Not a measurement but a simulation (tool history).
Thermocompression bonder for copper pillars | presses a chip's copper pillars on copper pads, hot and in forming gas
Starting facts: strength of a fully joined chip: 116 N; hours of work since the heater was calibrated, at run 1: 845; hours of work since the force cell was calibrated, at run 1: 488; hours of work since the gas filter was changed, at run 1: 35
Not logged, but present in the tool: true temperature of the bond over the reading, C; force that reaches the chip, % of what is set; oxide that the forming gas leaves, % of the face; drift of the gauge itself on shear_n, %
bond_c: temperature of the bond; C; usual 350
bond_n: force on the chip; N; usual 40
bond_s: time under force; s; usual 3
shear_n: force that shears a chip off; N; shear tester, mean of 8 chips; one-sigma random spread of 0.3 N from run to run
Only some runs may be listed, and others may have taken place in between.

| run | hour | bond_c | bond_n | bond_s | hours of work since the heater was calibrated | hours of work since the force cell was calibrated | hours of work since the gas filter was changed | shear_n |
|---|---|---|---|---|---|---|---|---|
| 1 | 0 | 350 | 40 | 3 | 845 | 488 | 35 | 79.9 |
| 2 | 44.4 | 350 | 48 | 3 | 873 | 515 | 63 | 88.8 |
| 3 | 84.2 | 350 | 40 | 3 | 897 | 540 | 87 | 79.3 |
| 4 | 122.7 | 350 | 40 | 2 | 921 | 564 | 111 | 70.3 |
| 5 | 167.5 | 350 | 40 | 2 | 948 | 591 | 138 | 70.8 |
| 6 | 212.5 | 364 | 40 | 3 | 976 | 619 | 166 | 87.8 |
| 7 | 242.6 | 364 | 40 | 3 | 994 | 637 | 184 | 87.8 |
| 8 | 268.6 | 350 | 40 | 3 | 1010 | 653 | 200 | 79 |
| 9 | 301.4 | 350 | 40 | 3 | 1031 | 673 | 221 | 79.3 |
| 10 | 333.4 | 350 | 40 | 3 | 1050 | 693 | 240 | 79.7 |
| 11 | 355.3 | 350 | 40 | 3 | 1064 | 707 | 254 | 79 |
|  | 371.4 | heater calibrated with a thermocouple chip |
| 12 | 408.1 | 350 | 40 | 3 | 23 | 738 | 285 | 71.8 |
| 13 | 430.1 | 350 | 40 | 3 | 36 | 751 | 298 | 70.8 |
| 14 | 470.5 | 350 | 40 | 3 | 61 | 776 | 323 | 71.1 |
| 15 | 517.2 | 350 | 40 | 3 | 90 | 805 | 352 | 71.2 |
|  | 528.3 | forming gas filter changed |
| 16 | 547.1 | 350 | 56 | 3 | 108 | 823 | 12 | 91 |
| 17 | 589.5 | 350 | 56 | 3 | 134 | 849 | 38 | 90 |
| 18 | 627.1 | 350 | 40 | 3 | 157 | 872 | 61 | 74.4 |
| 19 | 669.1 | 350 | 40 | 3 | 183 | 898 | 87 | 74.5 |
| 20 | 706.5 | 350 | 40 | 3 | 206 | 921 | 109 | 74.4 |
| 21 | 737.5 | 346 | 30 | 4 | 225 | 940 | 129 | 63.8 |
| 22 | 764.7 | 320 | 40 | 9 | 241 | 957 | 145 | 75.2 |
| 23 | 792.4 | 371 | 40 | 9 | 258 | 974 | 162 | 105 |
| 24 | 814 | 371 | 40 | 9 | 272 | 987 | 176 | 104.9 |
| 25 | 837.4 | 371 | 40 | 9 | 286 | 1001 | 190 | 104.5 |
| 26 | 865.7 | 326 | 42 | 2 | 303 | 1019 | 207 | 52.3 |
| 27 | 918.3 | 377 | 25 | 6 | 336 | 1051 | 240 | 83.6 |
| 28 | 940.9 | 343 | 51 | 3 | 350 | 1065 | 254 | 81.1 |
| 29 | 968.3 | 346 | 42 | 2 | 367 | 1082 | 270 | 65.8 |
| 30 | 1021.4 | 334 | 40 | 3 | 399 | 1114 | 303 | 64 |
| 31 | 1057.2 | 330 | 36 | 4 | 421 | 1136 | 325 | 61.9 |
| 32 | 1111 | 343 | 56 | 4 | 454 | 1169 | 358 | 89.8 |
|  | 1115.3 | forming gas filter changed |
| 33 | 1142 | 343 | 56 | 4 | 473 | 1188 | 16 | 93.6 |
| 34 | 1166.6 | 337 | 30 | 7 | 488 | 1203 | 32 | 72 |
| 35 | 1203.9 | 337 | 30 | 4 | 511 | 1226 | 54 | 60.6 |
| 36 | 1253.2 | 337 | 30 | 4 | 541 | 1257 | 85 | 61 |
| 37 | 1275.1 | 337 | 30 | 4 | 555 | 1270 | 98 | 60.4 |
| 38 | 1302.5 | 350 | 40 | 8 | 572 | 1287 | 115 | 96.1 |
| 39 | 1344.4 | 350 | 40 | 8 | 597 | 1313 | 141 | 96.6 |
| 40 | 1371.4 | 371 | 37 | 9 | 614 | 1329 | 157 | 104.2 |

Hidden condition of the tool, last listed run before each entry between runs versus first listed run after:
Runs 11 to 12: heater calibrated with a thermocouple chip (hour 371.4)
  true temperature of the bond over the reading, C: 10.6 -> -0.9; force that reaches the chip, % of what is set: 104.5 -> 104.7; oxide that the forming gas leaves, % of the face: 3.43 -> 3.75
  measured less the result without the state, shear_n: +6.9 -> -0.8 N
Runs 15 to 16: forming gas filter changed (hour 528.3)
  true temperature of the bond over the reading, C: -0.3 -> -0.2; force that reaches the chip, % of what is set: 105.1 -> 105.2; oxide that the forming gas leaves, % of the face: 4.5 -> 0.73
  measured less the result without the state, shear_n: -0.8 -> +1.9 N
Runs 32 to 33: forming gas filter changed (hour 1115.3)
  true temperature of the bond over the reading, C: 2.8 -> 3; force that reaches the chip, % of what is set: 107.2 -> 107.3; oxide that the forming gas leaves, % of the face: 4.52 -> 0.77
  measured less the result without the state, shear_n: +0.9 -> +4.6 N
